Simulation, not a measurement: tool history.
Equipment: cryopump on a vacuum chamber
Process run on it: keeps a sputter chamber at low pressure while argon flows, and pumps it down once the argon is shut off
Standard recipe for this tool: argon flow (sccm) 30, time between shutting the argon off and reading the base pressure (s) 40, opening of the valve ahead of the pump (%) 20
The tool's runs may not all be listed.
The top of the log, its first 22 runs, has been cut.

run	day	argon flow (sccm)	time between shutting the argon off and reading the base pressure (s)	opening of the valve ahead of the pump (%)	pressure while argon flows (Pa)	pressure after the wait (uPa)
23	28.267	30	40	33	0.075	0.89
24	29.858	47	23	52	0.0763	1.15
25	31.417	17	40	46	0.0316	0.9
# day 32.554: pump warmed up, emptied and cooled again
26	33.238	55	268	20	0.218	0.57
27	34.758	55	268	20	0.2168	0.54
28	35.758	56	23	20	0.2248	1.1
29	37.367	21	262	18	0.0931	0.58
30	38.729	30	46	25	0.095	0.82
31	40.312	30	46	25	0.0962	0.87
32	41.038	30	131	16	0.15	0.69
33	42.196	12	39	25	0.0385	0.95
34	43.862	17	198	22	0.0625	0.64

Consider 4 possible next runs. They are alternatives, not a sequence: every one starts from the tool as it was left by run 34. What does each give?
A	45.538	18	35	40	?	?
B	45.538	18	152	37	?	?
C	45.538	37	75	25	?	?
D	45.538	15	183	53	?	?

run	pressure while argon flows (Pa)	pressure after the wait (uPa)
A	0.0366	1.04
B	0.0405	0.66
C	0.1222	0.78
D	0.0239	0.66
What these runs would have given with no unlogged condition in the tool:
run	pressure while argon flows (Pa)	pressure after the wait (uPa)
A	0.0348	0.59
B	0.0387	0.21
C	0.1186	0.33
D	0.0224	0.21
